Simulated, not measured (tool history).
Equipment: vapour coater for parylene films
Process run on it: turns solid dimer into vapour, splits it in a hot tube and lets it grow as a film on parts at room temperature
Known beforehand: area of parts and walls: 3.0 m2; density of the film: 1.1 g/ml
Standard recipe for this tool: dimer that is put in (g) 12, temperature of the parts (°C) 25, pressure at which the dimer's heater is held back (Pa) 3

run,hour,dimer that is put in (g),temperature of the parts (°C),pressure at which the dimer's heater is held back (Pa),thickness of the film (um)
1,0,12,25,3,2.03
2,21.8,12,25,3,2.04
3,39.7,5,25,3,0.82
4,64.4,10,25,3,1.68
5,96,10,25,3,1.7
6,123.1,10,25,3,1.7
7,150.9,10,25,3,1.69
8,169.8,10,25,3,1.69
9,195.6,16,25,3,2.7
10,225.9,16,25,3,2.68
11,248.1,16,25,3,2.69
12,271.2,9,25,3,1.53
13,302.3,12,35,3,1.32
14,324.2,16,35,3,1.82
15,337.9,16,35,3,1.79
16,368.7,16,35,3,1.82
17,385,16,35,3,1.82
18,414.5,16,35,3,1.8
19,431.9,16,35,3,1.8
20,454.8,16,35,3,1.8
21,477.2,16,35,3,1.79
22,495.4,16,35,6.91,1.59
23,511.9,16,35,6.91,1.6
24,538.7,6,19,9.55,1.1
25,553.1,21,32,4.26,2.55
26,584.1,21,32,4.26,2.54
27,612.5,21,24,2.11,3.87
28,632.7,21,24,2.11,3.84
29,654.4,21,24,2.11,3.89
30,671,11,29,10.17,1.32
31,701.1,22,30,9.86,2.56
32,726.9,22,30,9.86,2.56
33,741.6,6,30,3.42,0.8
34,763,6,30,10.54,0.69
35,778.1,8,26,2.94,1.29
36,804.9,8,21,2.94,1.6
37,830.3,8,21,2.94,1.57
38,848.3,8,21,2.94,1.59
39,874.5,12,29,8.28,1.5
40,905.2,17,25,7.69,2.49
41,925.8,5,26,5.11,0.76
42,941.7,5,26,5.11,0.73
43,958,5,26,5.11,0.75
44,980.5,5,26,5.11,0.75
45,1010.4,12,24,5.31,1.95
46,1030.3,20,33,3.94,2.35

The log once held 1 entry between its listed runs, left out of this copy. Where does each go, and what is different about the tool's unlogged condition between the listed run before it and the listed run after it?
Logged between run 39 and run 40: trap's valve overhauled (hour 900.7)
  vapour lost through the trap's worn valve, %: 0.5 -> 0
